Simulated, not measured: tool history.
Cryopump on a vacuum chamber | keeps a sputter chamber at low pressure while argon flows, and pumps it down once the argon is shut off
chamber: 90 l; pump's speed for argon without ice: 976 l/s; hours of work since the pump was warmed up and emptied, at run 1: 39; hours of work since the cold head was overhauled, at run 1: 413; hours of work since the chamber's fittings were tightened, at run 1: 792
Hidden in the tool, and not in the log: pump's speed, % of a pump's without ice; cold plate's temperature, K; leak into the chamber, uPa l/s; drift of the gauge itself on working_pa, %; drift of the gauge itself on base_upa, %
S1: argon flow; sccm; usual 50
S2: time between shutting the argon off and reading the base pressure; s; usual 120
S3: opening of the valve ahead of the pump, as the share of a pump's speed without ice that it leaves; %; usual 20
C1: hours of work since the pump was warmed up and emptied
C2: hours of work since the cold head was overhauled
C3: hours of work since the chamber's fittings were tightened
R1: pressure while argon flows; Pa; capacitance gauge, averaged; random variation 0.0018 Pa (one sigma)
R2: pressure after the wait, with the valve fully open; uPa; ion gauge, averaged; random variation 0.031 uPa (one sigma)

Run 1, hour 0.0: usual settings; C1 39; C2 413; C3 792. Result: R1 0.4348 Pa, R2 3.19 uPa.
Run 2, hour 31.4: usual settings; C1 60; C2 434; C3 814. Result: R1 0.4385 Pa, R2 3.23 uPa.
Run 3, hour 54.4: usual settings but S2 60 s; C1 76; C2 450; C3 829. Result: R1 0.4386 Pa, R2 4.65 uPa.
Run 4, hour 99.1: usual settings; C1 106; C2 480; C3 860. Result: R1 0.4426 Pa, R2 3.45 uPa.
Run 5, hour 126.2: usual settings; C1 125; C2 499; C3 878. Result: R1 0.4407 Pa, R2 3.49 uPa.
Run 6, hour 151.1: usual settings; C1 142; C2 516; C3 895. Result: R1 0.4402 Pa, R2 3.59 uPa.
Run 7, hour 195.6: usual settings; C1 172; C2 546; C3 925. Result: R1 0.4416 Pa, R2 3.71 uPa.
Run 8, hour 231.0: usual settings; C1 196; C2 570; C3 949. Result: R1 0.4470 Pa, R2 3.92 uPa.
Run 9, hour 252.5: usual settings; C1 211; C2 585; C3 964. Result: R1 0.4467 Pa, R2 3.84 uPa.
Run 10, hour 298.4: usual settings but S2 72 s; C1 242; C2 616; C3 995. Result: R1 0.4485 Pa, R2 4.93 uPa.
Run 11, hour 324.4: usual settings but S1 72 sccm, S2 33 s, S3 16 %; C1 260; C2 633; C3 1013. Result: R1 0.7989 Pa, R2 7.42 uPa.
Run 12, hour 348.2: usual settings but S1 72 sccm, S2 33 s, S3 16 %; C1 276; C2 650; C3 1029. Result: R1 0.8067 Pa, R2 7.53 uPa.
Run 13, hour 398.3: usual settings but S1 72 sccm, S2 33 s, S3 16 %; C1 310; C2 684; C3 1063. Result: R1 0.8072 Pa, R2 7.61 uPa.
At hour 420.7: pump warmed up, emptied and cooled again.
Run 14, hour 442.5: usual settings but S1 86 sccm, S2 31 s, S3 44 %; C1 15; C2 710; C3 1090. Result: R1 0.3424 Pa, R2 7.38 uPa.
Run 15, hour 473.3: usual settings but S1 41 sccm, S2 111 s, S3 33 %; C1 36; C2 731; C3 1111. Result: R1 0.2175 Pa, R2 4.01 uPa.
Run 16, hour 522.0: usual settings but S1 41 sccm, S2 111 s, S3 33 %; C1 69; C2 764; C3 1144. Result: R1 0.2192 Pa, R2 4.13 uPa.
Run 17, hour 552.0: usual settings but S1 41 sccm, S2 111 s, S3 33 %; C1 89; C2 785; C3 1164. Result: R1 0.2199 Pa, R2 4.26 uPa.
Run 18, hour 602.2: usual settings but S1 49 sccm, S2 111 s, S3 41 %; C1 123; C2 819; C3 1198. Result: R1 0.2146 Pa, R2 4.32 uPa.
Run 19, hour 631.4: usual settings but S1 75 sccm; C1 143; C2 839; C3 1218. Result: R1 0.6660 Pa, R2 4.27 uPa.

How the hidden state differs across the entries between the runs, from the last listed run before each to the first after it:
Between runs 13 and 14: pump warmed up, emptied and cooled again (hour 420.7)
  pump's speed, % of a pump's without ice: 81.6 -> 99; cold plate's temperature, K: 12.47 -> 12.48; leak into the chamber, uPa l/s: 2413 -> 2466
  measured less the result without the state, R1: +0.0295 -> +0.0030 Pa; R2: +2.72 -> +2.24 uPa

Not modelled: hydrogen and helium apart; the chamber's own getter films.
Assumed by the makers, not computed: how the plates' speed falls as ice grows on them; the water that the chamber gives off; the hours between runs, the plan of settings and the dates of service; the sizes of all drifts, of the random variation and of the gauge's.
